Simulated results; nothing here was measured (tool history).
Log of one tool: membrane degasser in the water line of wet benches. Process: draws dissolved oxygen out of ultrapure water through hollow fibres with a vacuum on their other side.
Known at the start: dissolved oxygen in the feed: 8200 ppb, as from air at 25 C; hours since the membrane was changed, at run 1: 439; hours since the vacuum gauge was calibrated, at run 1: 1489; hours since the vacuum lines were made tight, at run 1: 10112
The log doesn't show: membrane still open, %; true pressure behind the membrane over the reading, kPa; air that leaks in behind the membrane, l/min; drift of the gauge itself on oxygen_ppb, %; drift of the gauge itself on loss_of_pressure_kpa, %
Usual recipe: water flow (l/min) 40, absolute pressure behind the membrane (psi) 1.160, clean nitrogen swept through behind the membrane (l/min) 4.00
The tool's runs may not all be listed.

| run | hour | water flow (l/min) | absolute pressure behind the membrane (psi) | clean nitrogen swept through behind the membrane (l/min) | hours since the membrane was changed | hours since the vacuum gauge was calibrated | hours since the vacuum lines were made tight | dissolved oxygen in the water behind the degasser (ppb) | pressure that the water loses in the fibres (psi) |
|---|---|---|---|---|---|---|---|---|---|
| 1 | 0.0 | 40 | 1.160 | 4.00 | 439 | 1489 | 10112 | 149.6 | 6.505 |
| 2 | 54.8 | 40 | 1.160 | 4.00 | 494 | 1544 | 10167 | 151.5 | 6.460 |
| 3 | 104.5 | 40 | 1.160 | 4.00 | 544 | 1593 | 10217 | 151.3 | 6.466 |
| 4 | 142.2 | 40 | 0.738 | 4.00 | 581 | 1631 | 10255 | 82.9 | 6.502 |
| 5 | 192.6 | 40 | 0.738 | 4.00 | 632 | 1682 | 10305 | 83.1 | 6.472 |
| 6 | 232.5 | 40 | 0.738 | 4.00 | 672 | 1721 | 10345 | 81.3 | 6.506 |
| 7 | 272.7 | 40 | 0.738 | 4.00 | 712 | 1762 | 10385 | 82.8 | 6.469 |
| 8 | 306.8 | 40 | 1.160 | 4.00 | 746 | 1796 | 10419 | 153.7 | 6.457 |
| 9 | 353.4 | 40 | 1.160 | 4.00 | 793 | 1842 | 10466 | 153.1 | 6.499 |
| 10 | 377.7 | 40 | 1.160 | 4.00 | 817 | 1867 | 10490 | 152.3 | 6.472 |
| 11 | 431.6 | 40 | 1.160 | 4.00 | 871 | 1921 | 10544 | 152.0 | 6.503 |
| 12 | 469.5 | 40 | 1.160 | 9.57 | 909 | 1958 | 10582 | 86.4 | 6.456 |
| 13 | 496.5 | 40 | 1.160 | 9.57 | 936 | 1985 | 10609 | 86.5 | 6.503 |
| 14 | 537.3 | 40 | 1.160 | 4.00 | 976 | 2026 | 10650 | 152.2 | 6.467 |
| 15 | 563.0 | 40 | 1.331 | 4.00 | 1002 | 2052 | 10675 | 179.1 | 6.460 |
| 16 | 615.7 | 40 | 1.160 | 9.77 | 1055 | 2105 | 10728 | 89.1 | 6.517 |
| 17 | 665.4 | 38 | 2.698 | 4.19 | 1105 | 2154 | 10778 | 349.2 | 6.164 |
| 18 | 696.9 | 40 | 1.160 | 1.66 | 1136 | 2186 | 10809 | 285.1 | 6.505 |
| 19 | 738.4 | 54 | 0.856 | 4.00 | 1178 | 2227 | 10851 | 200.8 | 8.783 |
| 20 | 780.3 | 54 | 1.394 | 4.00 | 1219 | 2269 | 10893 | 309.6 | 8.756 |
| 21 | 820.1 | 36 | 1.408 | 2.81 | 1259 | 2309 | 10933 | 218.2 | 5.787 |
| 22 | 865.4 | 50 | 0.725 | 3.81 | 1305 | 2354 | 10978 | 148.5 | 8.125 |
| 23 | 899.1 | 40 | 0.772 | 4.00 | 1338 | 2388 | 11011 | 89.0 | 6.466 |
| 24 | 925.2 | 52 | 1.160 | 11.36 | 1364 | 2414 | 11038 | 157.4 | 8.450 |
| 25 | 971.1 | 50 | 1.160 | 6.01 | 1410 | 2460 | 11083 | 183.1 | 8.160 |
| 26 | 1018.6 | 28 | 2.144 | 4.00 | 1458 | 2508 | 11131 | 203.0 | 4.569 |

Run 27, settings as shown, results not yet in. Your forecast:
| 27 | 1042.5 | 51 | 2.473 | 4.25 | 1482 | 2531 | 11155 | ? | ? |

dissolved oxygen in the water behind the degasser (ppb): 467.3
pressure that the water loses in the fibres (psi): 8.286
If the tool had no hidden condition, the same run with the same run-to-run variation would have returned dissolved oxygen in the water behind the degasser (ppb) 459.0, pressure that the water loses in the fibres (psi) 8.227.
